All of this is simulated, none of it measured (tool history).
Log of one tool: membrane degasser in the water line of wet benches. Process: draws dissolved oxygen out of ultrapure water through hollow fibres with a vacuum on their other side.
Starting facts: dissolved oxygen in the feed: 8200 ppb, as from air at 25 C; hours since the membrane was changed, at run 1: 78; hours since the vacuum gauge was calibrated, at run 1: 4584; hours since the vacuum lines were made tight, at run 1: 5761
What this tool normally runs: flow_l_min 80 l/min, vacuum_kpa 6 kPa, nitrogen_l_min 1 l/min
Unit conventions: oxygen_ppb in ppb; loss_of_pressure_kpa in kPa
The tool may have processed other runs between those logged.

run   hour  flow_l_min  vacuum_kpa  nitrogen_l_min  hours since the membrane was changed  hours since the vacuum gauge was calibrated  hours since the vacuum lines were made tight  oxygen_ppb  loss_of_pressure_kpa
  1      0          80           6               1                                    78                                         4584                                          5761       395.5                 27.73
  2   24.9          80           6            0.48                                   103                                         4609                                          5786       592.8                 27.55
  3   65.6          80        6.35            0.48                                   144                                         4649                                          5826       669.1                 27.56
  4   93.7          80        6.35            0.48                                   172                                         4678                                          5855       653.2                 27.42
  5  131.4          80        6.35            0.48                                   210                                         4715                                          5892       665.8                 27.81
  6  164.6          80           6               1                                   243                                         4748                                          5925       401.8                 27.77
  7  209.4          80           6               1                                   288                                         4793                                          5970       396.6                 27.44
  8  256.7         106           6               1                                   335                                         4841                                          6018       502.9                 36.46
  9  285.2         106           6               1                                   364                                         4869                                          6046       495.3                 36.77
 10  310.6          69           6               1                                   389                                         4894                                          6071       360.4                  23.6
 11  353.2          80        4.34               1                                   432                                         4937                                          6114       188.3                 27.75
 12  379.6          80        4.34               1                                   458                                         4963                                          6140       187.4                 27.38
 13    404          80           6               1                                   482                                         4988                                          6165       399.2                 27.64
 14  434.9          80           6               1                                   513                                         5019                                          6196       401.8                 27.71
 15    485         112           6            1.14                                   563                                         5069                                          6246       482.9                 38.65
 16  530.2         112           6            1.14                                   609                                         5114                                          6291       483.4                 38.77
 17  578.1          52        3.91            1.14                                   657                                         5162                                          6339        82.9                 17.89
 18  612.9          80           6            0.65                                   691                                         5197                                          6374       512.9                 27.53
 19  636.1          66           6            1.28                                   714                                         5220                                          6397       290.9                 22.82
 20  675.2          66           6            1.28                                   754                                         5259                                          6436       295.1                 22.67
 21  716.6          77           6            1.28                                   795                                         5300                                          6477       329.9                 26.43
 22    737          77           6            1.28                                   815                                         5321                                          6498       330.8                 26.52
 23  769.3          80       14.03            0.68                                   848                                         5353                                          6530      1635.5                 27.65
 24  792.9          80        5.84            1.01                                   871                                         5377                                          6554       377.1                 27.71
 25  814.4          73        9.44            0.45                                   893                                         5398                                          6575      1203.8                 25.23
 26  849.1          73        9.44            0.45                                   927                                         5433                                          6610      1199.2                 25.26
 27  877.5          60        7.77            1.21                                   956                                         5461                                          6638         440                 20.73
 28    919          91        3.79            1.43                                   997                                         5503                                          6680       114.2                 31.67

The same runs without the tool's hidden state, with the same run-to-run variation:
What the log doesn't record here: membrane still open, %; true pressure behind the membrane over the reading, kPa; air that leaks in behind the membrane, l/min; drift of the gauge itself on oxygen_ppb, %; drift of the gauge itself on loss_of_pressure_kpa, %.
run  oxygen_ppb
  1       370.1
  2       556.2
  3       632.1
  4       616.9
  5       628.4
  6       374.9
  7       369.8
  8       470.4
  9         463
 10       334.9
 11         159
 12         158
 13         371
 14       373.2
 15       450.4
 16       450.5
 17        62.1
 18         476
 19       268.5
 20       272.2
 21       304.6
 22       305.2
 23      1609.1
 24       346.5
 25      1167.9
 26      1163.2
 27       417.7
 28        84.6
loss_of_pressure_kpa: at most 0.14 kPa away from the measurement, every run.
